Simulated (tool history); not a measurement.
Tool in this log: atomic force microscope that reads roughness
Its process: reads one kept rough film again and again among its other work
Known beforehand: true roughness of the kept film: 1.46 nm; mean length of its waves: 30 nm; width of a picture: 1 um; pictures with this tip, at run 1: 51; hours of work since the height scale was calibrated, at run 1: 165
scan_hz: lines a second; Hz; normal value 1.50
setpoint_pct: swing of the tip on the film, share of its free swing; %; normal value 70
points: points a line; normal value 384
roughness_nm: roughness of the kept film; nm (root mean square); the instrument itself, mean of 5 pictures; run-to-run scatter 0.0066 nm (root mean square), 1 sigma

run,hour,scan_hz,setpoint_pct,points,pictures with this tip,hours of work since the height scale was calibrated,roughness_nm
1,0.0,1.50,70,384,51,165,1.261
2,7.0,1.50,70,384,63,169,1.251
3,14.7,1.50,70,384,76,173,1.246
4,23.2,1.50,70,384,91,178,1.227
5,31.6,1.50,70,384,105,183,1.212
6,43.6,1.50,70,384,126,189,1.198
7,51.9,1.50,65,545,140,194,1.212
8,62.5,0.61,74,753,158,199,1.206
9,73.1,0.61,56,895,176,205,1.209
# hour 76.6: new tip fitted
10,83.3,1.50,88,384,12,210,1.216

What if the next run were any one of these 4? Each begins from the tool's condition after run 10:
A,95.9,0.54,75,936,33,217,?
B,95.9,2.55,72,334,33,217,?
C,95.9,0.81,86,297,33,217,?
D,95.9,1.00,70,322,33,217,?

run,roughness_nm
A,1.339
B,1.232
C,1.282
D,1.304
Without the tool's unlogged condition, the same runs would have read:
run,roughness_nm
A,1.378
B,1.268
C,1.319
D,1.342
